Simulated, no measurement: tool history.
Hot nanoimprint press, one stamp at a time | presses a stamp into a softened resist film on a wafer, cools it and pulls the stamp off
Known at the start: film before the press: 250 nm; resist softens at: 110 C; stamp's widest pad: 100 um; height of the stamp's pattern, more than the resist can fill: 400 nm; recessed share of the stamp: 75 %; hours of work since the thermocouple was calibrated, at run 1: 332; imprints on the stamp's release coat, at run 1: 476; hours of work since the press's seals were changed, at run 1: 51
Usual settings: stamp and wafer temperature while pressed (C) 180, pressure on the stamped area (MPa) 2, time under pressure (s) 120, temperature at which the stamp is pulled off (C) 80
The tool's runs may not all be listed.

run,hour,stamp and wafer temperature while pressed (C),pressure on the stamped area (MPa),time under pressure (s),temperature at which the stamp is pulled off (C),hours of work since the thermocouple was calibrated,imprints on the stamp's release coat,hours of work since the press's seals were changed,resist left under the stamp's widest pad (angstrom),greatest force while the stamp is pulled off (N)
1,0,180,2,120,80,332,476,51,946,127
# hour 62.6: stamp cleaned and given a new release coat
2,67.8,180,2,120,65,362,8,81,950,147
3,105,180,2,120,65,380,65,99,941,146
4,142.4,180,2,120,65,398,123,118,950,145
5,202.9,180,2,120,65,428,216,147,941,152
6,252,183,1.37,121,66,452,291,171,1035,139

The next listed run, before its measurement:
7,303.3,191,2.85,207,80,477,370,196,?,?

resist left under the stamp's widest pad (angstrom): 375
greatest force while the stamp is pulled off (N): 120
Without the tool's hidden state the same run would have given resist left under the stamp's widest pad (angstrom) 374, greatest force while the stamp is pulled off (N) 119.

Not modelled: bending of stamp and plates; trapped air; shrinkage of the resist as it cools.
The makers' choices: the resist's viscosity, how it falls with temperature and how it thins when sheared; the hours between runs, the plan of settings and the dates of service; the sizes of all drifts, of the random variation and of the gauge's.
